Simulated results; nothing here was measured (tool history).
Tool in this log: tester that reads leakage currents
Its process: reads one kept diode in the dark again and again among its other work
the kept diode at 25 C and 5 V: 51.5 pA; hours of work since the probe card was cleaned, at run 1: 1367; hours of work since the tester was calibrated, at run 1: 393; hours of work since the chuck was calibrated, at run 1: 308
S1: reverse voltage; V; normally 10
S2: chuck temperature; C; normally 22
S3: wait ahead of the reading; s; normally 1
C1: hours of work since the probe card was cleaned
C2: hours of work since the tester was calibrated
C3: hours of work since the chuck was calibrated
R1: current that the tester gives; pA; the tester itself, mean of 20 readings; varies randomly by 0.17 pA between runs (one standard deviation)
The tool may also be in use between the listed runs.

run,day,S1,S2,S3,C1,C2,C3,R1
1,0,10,22,1,1367,393,308,56.24
2,1.671,10,22,1,1389,415,331,56.27
3,2.842,10,22,1,1405,431,346,56.13
4,5.05,10,22,1,1434,460,376,55.87
5,6.038,10,22,1,1447,473,389,56.19
6,8.238,10,22,1,1477,503,418,56.05
7,9.579,10,22,1,1495,521,436,55.66
8,11.358,10,22,1,1518,544,460,55.7
9,13.325,10,22,1,1545,571,486,56.03
10,15.596,10,22,1,1575,601,517,55.99
11,16.846,10,22,1,1592,618,533,55.68
12,18.633,10,22,1,1616,642,557,56.01
13,20.042,10,22,1,1634,660,576,55.79
14,21.529,10,22,1,1654,680,596,55.66
15,22.462,10,22,1,1667,693,608,55.59
16,23.962,10,22,1,1687,713,628,55.62
17,24.992,10,22,1,1700,726,642,55.56
18,26.679,7.5,23,4.92,1723,749,665,51.87
19,28.333,7.5,23,4.92,1745,771,687,52.06
# day 28.604: chuck's temperature calibrated
20,29.862,7.5,23,4.92,1764,790,17,49.92
21,31.688,2.9,23,9.18,1789,815,41,32.68
22,32.692,2.9,23,0.61,1802,828,55,32.8
# day 33.383: chuck's temperature calibrated, once more
23,34.842,4.4,22,7.69,1830,856,19,41.02
24,37.054,7.5,22,6.91,1859,885,49,51.89
25,38.754,10,22,0.67,1882,908,72,59.84
26,40.496,10.4,36,0.67,1905,931,95,171.78
27,42.271,1.4,45,4.4,1929,955,119,144.99
28,43.842,1.4,45,4.4,1950,976,140,145.69
29,45.65,9.3,24,0.49,1974,1000,164,66.75
30,47.792,9.3,24,0.49,2003,1029,192,66.71
31,49.646,6,34,0.44,2027,1053,217,117.4
32,51.812,7.3,21,0.44,2056,1082,246,47.85

Predict each of these 5 candidate next runs independently; none follows another, all start after run 32:
A,53.133,3.1,22,1,2074,1100,264,?
B,53.133,1.3,47,0.44,2074,1100,264,?
C,53.133,6.6,22,1,2074,1100,264,?
D,53.133,10,22,6.49,2074,1100,264,?
E,53.133,7.3,25,9.91,2074,1100,264,?

run,R1
A,34.62
B,160.45
C,48.28
D,58.47
E,63.52
Without the tool's hidden state the same runs would have given:
run,R1
A,33.45
B,163.85
C,45
D,53.02
E,60.17

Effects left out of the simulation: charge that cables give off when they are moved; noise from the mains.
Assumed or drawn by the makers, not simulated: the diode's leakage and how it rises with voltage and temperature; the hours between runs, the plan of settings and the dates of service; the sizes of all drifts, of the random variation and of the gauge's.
